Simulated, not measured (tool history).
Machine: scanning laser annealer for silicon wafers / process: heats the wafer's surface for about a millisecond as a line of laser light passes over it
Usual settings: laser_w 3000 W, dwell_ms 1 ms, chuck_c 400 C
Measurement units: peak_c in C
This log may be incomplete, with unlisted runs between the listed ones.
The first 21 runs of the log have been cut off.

run,hour,laser_w,dwell_ms,chuck_c,hours of work since the window was cleaned,hours of work since the power meter was calibrated,hours of work since the optics were aligned,peak_c
22,221.6,3148,0.71,404,133,388,496,1075
23,228.1,3148,0.71,404,136,392,499,1075
# hour 234: optics aligned, line set to its width
24,241.5,2939,0.71,438,140,396,4,1053
25,251,2851,0.74,412,145,401,9,1021
26,257.5,3123,0.76,370,148,404,12,1059
27,269.9,2634,0.73,402,155,410,18,950
# hour 290.1: optics aligned, line set to its width, once more
28,290.3,2697,1.06,438,162,418,0,1144
29,299.5,3000,0.97,400,167,423,5,1161
30,310.1,3283,1.14,360,172,428,10,1288
31,323.3,3266,1,410,179,435,17,1270
32,333.5,2925,1,382,184,440,22,1133
33,341.8,3281,0.87,400,188,444,26,1198

3 ways to go on from here, each from the tool as it stands after run 33. What would each give?
A,357.1,3281,0.87,387,196,452,34,?
B,357.1,3281,0.87,412,196,452,34,?
C,357.1,2636,0.87,438,196,452,34,?

run,peak_c
A,1183
B,1209
C,1052
Without the tool's hidden state the same runs would have given:
run,peak_c
A,1193
B,1218
C,1059
